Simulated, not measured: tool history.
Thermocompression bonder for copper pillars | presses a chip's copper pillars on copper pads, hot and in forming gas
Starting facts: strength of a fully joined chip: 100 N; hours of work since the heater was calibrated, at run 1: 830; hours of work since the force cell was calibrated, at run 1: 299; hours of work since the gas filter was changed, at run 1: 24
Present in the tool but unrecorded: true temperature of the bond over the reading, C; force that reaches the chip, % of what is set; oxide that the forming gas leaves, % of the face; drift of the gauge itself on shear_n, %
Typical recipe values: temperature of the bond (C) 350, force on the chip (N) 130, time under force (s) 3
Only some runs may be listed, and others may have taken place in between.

| run | hour | temperature of the bond (C) | force on the chip (N) | time under force (s) | hours of work since the heater was calibrated | hours of work since the force cell was calibrated | hours of work since the gas filter was changed | force that shears a chip off (N) |
|---|---|---|---|---|---|---|---|---|
| 1 | 0.0 | 350 | 130 | 3 | 830 | 299 | 24 | 35.9 |
| 2 | 70.8 | 350 | 130 | 3 | 877 | 346 | 71 | 36.2 |
| 3 | 151.9 | 350 | 130 | 3 | 931 | 400 | 125 | 36.1 |
| 4 | 227.6 | 350 | 130 | 3 | 982 | 450 | 175 | 35.7 |
| 5 | 293.0 | 350 | 130 | 3 | 1025 | 494 | 219 | 35.6 |
| 6 | 387.0 | 350 | 130 | 3 | 1088 | 557 | 282 | 35.9 |
| 7 | 485.9 | 350 | 130 | 3 | 1154 | 623 | 348 | 36.3 |
|  | 512.7 | heater calibrated with a thermocouple chip |
|  | 520.4 | forming gas filter changed |
| 8 | 531.4 | 350 | 130 | 3 | 12 | 651 | 7 | 37.7 |
| 9 | 613.8 | 321 | 126 | 3 | 67 | 706 | 62 | 29.3 |
| 10 | 679.9 | 374 | 168 | 2 | 111 | 750 | 106 | 47.4 |

Predict the results of run 11:
|  | 771.4 | force cell calibrated |
| 11 | 778.0 | 340 | 191 | 4 | 176 | 4 | 171 | ? |

Run 11 produced force that shears a chip off (N) 50.7.
Had the tool carried no hidden state, the very same run would have given force that shears a chip off (N) 51.5.

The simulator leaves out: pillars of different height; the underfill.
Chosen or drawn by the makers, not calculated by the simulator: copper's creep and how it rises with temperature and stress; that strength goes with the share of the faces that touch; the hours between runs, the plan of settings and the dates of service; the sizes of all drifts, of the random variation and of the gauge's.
